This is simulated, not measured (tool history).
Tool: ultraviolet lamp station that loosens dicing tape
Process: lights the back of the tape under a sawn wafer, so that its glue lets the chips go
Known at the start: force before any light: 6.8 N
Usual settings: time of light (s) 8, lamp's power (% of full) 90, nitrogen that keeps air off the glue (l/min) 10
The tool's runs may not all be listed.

run	hour	time of light (s)	lamp's power (% of full)	nitrogen that keeps air off the glue (l/min)	force that peels the tape off (N)	light that reached the tape (mJ/cm²)
1	0.0	8	90	10	0.118	468
2	40.0	8	90	10	0.121	470
3	59.4	12	90	10	0.094	706
# hour 96.6: window cleaned of glue's vapour
4	98.1	8	90	20	0.106	463
5	144.4	8	90	12	0.111	464
6	165.8	8	90	12	0.126	464
7	185.8	10	90	10	0.102	580
8	217.3	10	71	10	0.126	464
9	262.8	10	63	8	0.163	410
10	300.0	8	73	5	0.262	379
11	319.5	6	76	8	0.342	294
12	363.0	9	73	4	0.233	421
13	385.3	4	60	4	1.728	157
14	415.1	4	60	4	1.640	160
15	448.1	4	60	4	1.737	153

5 ways to go on from here, each from the tool as it stands after run 15. What would each give?
# hour 480.7: window cleaned of glue's vapour
A	492.0	5	70	7	?	?
# hour 480.7: window cleaned of glue's vapour
B	492.0	10	81	6	?	?
# hour 480.7: window cleaned of glue's vapour
C	492.0	6	90	4	?	?
# hour 480.7: window cleaned of glue's vapour
D	492.0	14	91	4	?	?
# hour 480.7: window cleaned of glue's vapour
E	492.0	8	97	4	?	?

run	force that peels the tape off (N)	light that reached the tape (mJ/cm²)
A	0.701	229
B	0.126	531
C	0.362	352
D	0.098	827
E	0.157	504
Without the tool's hidden state the same runs would have given:
run	force that peels the tape off (N)	light that reached the tape (mJ/cm²)
A	0.696	230
B	0.126	532
C	0.360	353
D	0.098	829
E	0.156	506
